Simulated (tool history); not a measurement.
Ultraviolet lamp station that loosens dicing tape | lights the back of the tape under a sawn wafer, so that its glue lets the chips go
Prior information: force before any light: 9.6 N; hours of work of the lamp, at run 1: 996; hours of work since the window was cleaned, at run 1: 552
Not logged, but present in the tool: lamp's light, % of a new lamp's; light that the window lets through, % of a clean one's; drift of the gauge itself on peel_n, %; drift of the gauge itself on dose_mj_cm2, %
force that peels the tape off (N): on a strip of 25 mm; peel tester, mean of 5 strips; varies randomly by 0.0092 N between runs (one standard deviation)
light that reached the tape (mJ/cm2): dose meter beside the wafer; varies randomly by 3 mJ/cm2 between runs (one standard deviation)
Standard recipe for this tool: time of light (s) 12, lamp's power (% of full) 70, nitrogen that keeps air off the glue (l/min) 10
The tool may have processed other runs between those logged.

| run | hour | time of light (s) | lamp's power (% of full) | nitrogen that keeps air off the glue (l/min) | hours of work of the lamp | hours of work since the window was cleaned | force that peels the tape off (N) | light that reached the tape (mJ/cm2) |
|---|---|---|---|---|---|---|---|---|
| 1 | 0 | 12 | 70 | 10 | 996 | 552 | 0.788 | 320 |
| 2 | 33.8 | 12 | 70 | 10 | 1009 | 565 | 0.844 | 314 |
| 3 | 101.7 | 12 | 73 | 10 | 1037 | 593 | 0.814 | 321 |
|  | 159.8 | window cleaned of glue's vapour |
| 4 | 159.8 | 12 | 63 | 10 | 1061 | 0 | 0.749 | 331 |
| 5 | 211.4 | 12 | 70 | 3 | 1082 | 21 | 1.244 | 358 |
| 6 | 246.1 | 12 | 70 | 3 | 1096 | 35 | 1.268 | 360 |
| 7 | 304.2 | 12 | 70 | 3 | 1120 | 59 | 1.279 | 355 |
| 8 | 368.9 | 12 | 70 | 3 | 1146 | 85 | 1.332 | 355 |
| 9 | 406.5 | 12 | 70 | 3 | 1161 | 101 | 1.372 | 345 |
| 10 | 445.8 | 12 | 70 | 10 | 1177 | 117 | 0.699 | 343 |
| 11 | 478.7 | 19 | 70 | 10 | 1191 | 130 | 0.289 | 542 |
| 12 | 547.8 | 12 | 70 | 5 | 1219 | 158 | 1.053 | 338 |
| 13 | 593.9 | 12 | 70 | 5 | 1238 | 177 | 1.084 | 333 |
| 14 | 657.2 | 12 | 70 | 5 | 1264 | 203 | 1.097 | 330 |
| 15 | 699.9 | 12 | 70 | 5 | 1281 | 220 | 1.098 | 329 |
| 16 | 754.5 | 12 | 70 | 5 | 1303 | 243 | 1.171 | 322 |
| 17 | 804.8 | 12 | 70 | 10 | 1324 | 263 | 0.815 | 322 |
| 18 | 836.9 | 12 | 70 | 10 | 1337 | 276 | 0.802 | 315 |
| 19 | 869.1 | 12 | 70 | 5 | 1350 | 289 | 1.246 | 318 |
| 20 | 931.7 | 12 | 70 | 5 | 1376 | 315 | 1.286 | 310 |
| 21 | 977.6 | 12 | 70 | 5 | 1394 | 334 | 1.302 | 312 |
| 22 | 1038.5 | 12 | 63 | 10 | 1419 | 359 | 1.093 | 278 |
| 23 | 1078.7 | 15 | 98 | 7 | 1436 | 375 | 0.365 | 525 |
| 24 | 1134.2 | 15 | 98 | 7 | 1458 | 398 | 0.37 | 518 |
|  | 1181.3 | lamp changed |
| 25 | 1203.5 | 12 | 70 | 6 | 9 | 425 | 0.672 | 402 |
| 26 | 1271.6 | 12 | 99 | 13 | 37 | 453 | 0.249 | 561 |
| 27 | 1325.3 | 12 | 99 | 13 | 59 | 475 | 0.254 | 557 |
| 28 | 1384.4 | 12 | 99 | 13 | 83 | 499 | 0.268 | 553 |
| 29 | 1433 | 9 | 75 | 16 | 103 | 519 | 0.712 | 309 |
| 30 | 1498.3 | 7 | 70 | 19 | 129 | 546 | 1.225 | 220 |
| 31 | 1564.6 | 17 | 65 | 4 | 156 | 573 | 0.56 | 488 |
| 32 | 1612.7 | 9 | 89 | 18 | 176 | 592 | 0.518 | 351 |
| 33 | 1648.7 | 13 | 68 | 10 | 191 | 607 | 0.547 | 386 |
|  | 1674.6 | window cleaned of glue's vapour |
| 34 | 1722 | 13 | 68 | 10 | 220 | 19 | 0.401 | 455 |
| 35 | 1763 | 7 | 97 | 4 | 237 | 36 | 1.137 | 344 |
| 36 | 1823.6 | 7 | 97 | 4 | 262 | 61 | 1.18 | 349 |
| 37 | 1888.8 | 8 | 70 | 14 | 288 | 87 | 0.933 | 279 |
| 38 | 1956.4 | 8 | 70 | 14 | 316 | 115 | 0.9 | 276 |
| 39 | 2027.9 | 10 | 80 | 5 | 345 | 144 | 0.824 | 388 |
| 40 | 2095.7 | 9 | 85 | 4 | 373 | 172 | 1.011 | 367 |
| 41 | 2157.8 | 9 | 85 | 4 | 398 | 197 | 1.048 | 364 |
| 42 | 2212.4 | 10 | 94 | 5 | 420 | 219 | 0.632 | 438 |
| 43 | 2265.4 | 10 | 94 | 5 | 442 | 241 | 0.625 | 438 |
| 44 | 2296.1 | 12 | 61 | 9 | 455 | 254 | 0.766 | 337 |

Hidden state or all else? Some run-to-run changes of force that peels the tape off (N), split into what the settings, what came in and random variation would give without the hidden state, and what is left for the hidden state (with any gauge scatter that isn't in both results):
Run 9 -> 10: nitrogen that keeps air off the glue (l/min) 3 -> 10. force that peels the tape off (N) -0.673: hidden state -0.269, all else -0.404.
Run 11 -> 12: time of light (s) 19 -> 12, nitrogen that keeps air off the glue (l/min) 10 -> 5. force that peels the tape off (N) +0.764: hidden state +0.426, all else +0.338.
Run 22 -> 23: time of light (s) 12 -> 15, lamp's power (% of full) 63 -> 98, nitrogen that keeps air off the glue (l/min) 10 -> 7. force that peels the tape off (N) -0.728: hidden state -0.487, all else -0.241.
Run 34 -> 35: time of light (s) 13 -> 7, lamp's power (% of full) 68 -> 97, nitrogen that keeps air off the glue (l/min) 10 -> 4. force that peels the tape off (N) +0.736: hidden state +0.101, all else +0.635.
